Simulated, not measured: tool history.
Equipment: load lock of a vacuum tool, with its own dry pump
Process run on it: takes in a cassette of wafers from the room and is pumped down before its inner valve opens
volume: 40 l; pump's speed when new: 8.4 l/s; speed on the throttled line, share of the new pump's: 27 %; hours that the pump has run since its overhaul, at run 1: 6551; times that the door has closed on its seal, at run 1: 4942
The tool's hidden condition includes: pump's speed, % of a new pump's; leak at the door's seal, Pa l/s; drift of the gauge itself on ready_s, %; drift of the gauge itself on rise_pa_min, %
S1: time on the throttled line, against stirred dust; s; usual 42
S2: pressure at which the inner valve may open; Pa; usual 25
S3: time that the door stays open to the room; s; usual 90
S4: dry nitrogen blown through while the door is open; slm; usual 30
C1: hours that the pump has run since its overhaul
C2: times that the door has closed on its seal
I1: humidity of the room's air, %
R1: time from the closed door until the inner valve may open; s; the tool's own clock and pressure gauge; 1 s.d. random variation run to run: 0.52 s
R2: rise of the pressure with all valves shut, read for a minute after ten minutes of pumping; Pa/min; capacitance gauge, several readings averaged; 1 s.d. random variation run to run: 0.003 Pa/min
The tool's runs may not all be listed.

Run 1, hour 0.0: usual settings; C1 6551; C2 4942; I1 46.0. Result: R1 71.9 s, R2 0.037 Pa/min.
Run 2, hour 323.6: usual settings; C1 6874; C2 5293; I1 45.1. Result: R1 72.8 s, R2 0.035 Pa/min.
Run 3, hour 589.4: usual settings; C1 7140; C2 5582; I1 48.2. Result: R1 72.4 s, R2 0.039 Pa/min.
Run 4, hour 1069.2: usual settings; C1 7620; C2 6103; I1 47.9. Result: R1 73.9 s, R2 0.036 Pa/min.
Run 5, hour 1381.7: usual settings; C1 7932; C2 6442; I1 45.6. Result: R1 73.6 s, R2 0.042 Pa/min.
Run 6, hour 1692.1: usual settings but S1 25 s; C1 8243; C2 6779; I1 47.1. Result: R1 61.8 s, R2 0.040 Pa/min.
Run 7, hour 2048.7: usual settings but S1 25 s; C1 8599; C2 7167; I1 42.9. Result: R1 61.9 s, R2 0.041 Pa/min.
Run 8, hour 2450.1: usual settings but S1 25 s; C1 9001; C2 7602; I1 43.1. Result: R1 62.9 s, R2 0.033 Pa/min.
Run 9, hour 2661.0: usual settings but S1 25 s; C1 9212; C2 7832; I1 45.6. Result: R1 63.0 s, R2 0.040 Pa/min.
Run 10, hour 3130.8: usual settings but S2 31 Pa; C1 9681; C2 8342; I1 42.9. Result: R1 73.8 s, R2 0.041 Pa/min.
Run 11, hour 3543.0: usual settings but S2 31 Pa; C1 10094; C2 8789; I1 44.3. Result: R1 73.8 s, R2 0.044 Pa/min.
Run 12, hour 3953.0: usual settings but S2 31 Pa; C1 10504; C2 9235; I1 43.6. Result: R1 73.1 s, R2 0.039 Pa/min.
Run 13, hour 4339.3: usual settings; C1 10890; C2 9654; I1 45.8. Result: R1 74.3 s, R2 0.038 Pa/min.
Run 14, hour 4656.2: usual settings; C1 11207; C2 9998; I1 44.2. Result: R1 75.0 s, R2 0.046 Pa/min.
Run 15, hour 4976.1: usual settings; C1 11527; C2 10345; I1 44.1. Result: R1 74.8 s, R2 0.040 Pa/min.
Run 16, hour 5212.6: usual settings but S4 17 slm; C1 11763; C2 10602; I1 43.8. Result: R1 75.9 s, R2 0.057 Pa/min.
Run 17, hour 5458.9: usual settings but S4 17 slm; C1 12010; C2 10870; I1 47.1. Result: R1 75.7 s, R2 0.061 Pa/min.
Run 18, hour 5701.8: usual settings but S4 17 slm; C1 12252; C2 11133; I1 44.3. Result: R1 75.1 s, R2 0.057 Pa/min.
Run 19, hour 5947.2: usual settings but S1 44 s; C1 12498; C2 11400; I1 46.2. Result: R1 76.6 s, R2 0.047 Pa/min.
Run 20, hour 6156.8: usual settings but S1 26 s, S2 41 Pa, S3 34 s, S4 36 slm; C1 12707; C2 11628; I1 44.8. Result: R1 62.3 s, R2 0.021 Pa/min.
Run 21, hour 6641.5: usual settings but S1 26 s, S2 41 Pa, S3 34 s, S4 36 slm; C1 13192; C2 12154; I1 44.3. Result: R1 62.9 s, R2 0.020 Pa/min.
Run 22, hour 7137.2: usual settings but S1 26 s, S2 41 Pa, S3 34 s, S4 36 slm; C1 13688; C2 12692; I1 44.4. Result: R1 63.0 s, R2 0.025 Pa/min.
Run 23, hour 7592.6: usual settings but S1 43 s, S2 38 Pa, S3 34 s, S4 17 slm; C1 14143; C2 13187; I1 47.0. Result: R1 75.2 s, R2 0.035 Pa/min.
Run 24, hour 7877.9: usual settings but S2 47 Pa, S3 27 s, S4 18 slm; C1 14429; C2 13497; I1 41.4. Result: R1 73.5 s, R2 0.030 Pa/min.
Run 25, hour 8104.8: usual settings but S1 79 s, S2 47 Pa, S3 27 s, S4 4 slm; C1 14655; C2 13743; I1 48.0. Result: R1 98.1 s, R2 0.051 Pa/min.
Run 26, hour 8359.3: usual settings but S1 23 s, S3 41 s; C1 14910; C2 14019; I1 42.6. Result: R1 64.3 s, R2 0.034 Pa/min.
Run 27, hour 8562.8: usual settings but S1 33 s, S3 41 s; C1 15113; C2 14240; I1 47.9. Result: R1 70.2 s, R2 0.043 Pa/min.
Run 28, hour 9043.7: usual settings but S1 33 s, S3 41 s; C1 15594; C2 14763; I1 42.5. Result: R1 71.1 s, R2 0.035 Pa/min.
Run 29, hour 9454.5: usual settings but S1 33 s, S3 41 s; C1 16005; C2 15209; I1 46.8. Result: R1 72.2 s, R2 0.037 Pa/min.
Run 30, hour 9837.2: usual settings but S1 33 s, S3 41 s; C1 16388; C2 15624; I1 45.6. Result: R1 72.1 s, R2 0.036 Pa/min.
Run 31, hour 10159.7: usual settings but S1 29 s, S2 26 Pa, S3 57 s, S4 4 slm; C1 16710; C2 15974; I1 43.7. Result: R1 68.9 s, R2 0.077 Pa/min.
Run 32, hour 10490.8: usual settings but S1 29 s, S2 26 Pa, S3 57 s, S4 4 slm; C1 17041; C2 16334; I1 37.7. Result: R1 70.1 s, R2 0.072 Pa/min.
Run 33, hour 10967.2: usual settings but S1 29 s, S2 26 Pa, S3 57 s, S4 4 slm; C1 17518; C2 16851; I1 45.1. Result: R1 71.0 s, R2 0.080 Pa/min.
Run 34, hour 11385.1: usual settings but S1 29 s, S2 26 Pa, S3 57 s, S4 4 slm; C1 17936; C2 17305; I1 45.4. Result: R1 70.8 s, R2 0.079 Pa/min.
Run 35, hour 11692.4: usual settings but S4 10 slm; C1 18243; C2 17639; I1 43.2. Result: R1 79.4 s, R2 0.073 Pa/min.
Run 36, hour 12036.2: usual settings but S3 99 s, S4 10 slm; C1 18587; C2 18012; I1 46.5. Result: R1 79.9 s, R2 0.089 Pa/min.

Some steps in R1, run to run, broken into two amounts with sign: the step expected even without the hidden condition (settings, incoming material, random variation), and the rest, left for the hidden condition together with whatever gauge scatter is not in both the measured and the hidden-condition-free result:
Run 19 -> 20: S1 44 -> 26, S2 25 -> 41, S3 90 -> 34, S4 30 -> 36. R1 -14.3 s: hidden state +0.5, all else -14.8.
Run 24 -> 25: S1 42 -> 79, S4 18 -> 4. R1 +24.6 s: hidden state -2.2, all else +26.8.
Run 25 -> 26: S1 79 -> 23, S2 47 -> 25, S3 27 -> 41, S4 4 -> 30. R1 -33.8 s: hidden state +4.3, all else -38.1.
Run 34 -> 35: S1 29 -> 42, S2 26 -> 25, S3 57 -> 90, S4 4 -> 10. R1 +8.6 s: hidden state -0.8, all else +9.4.
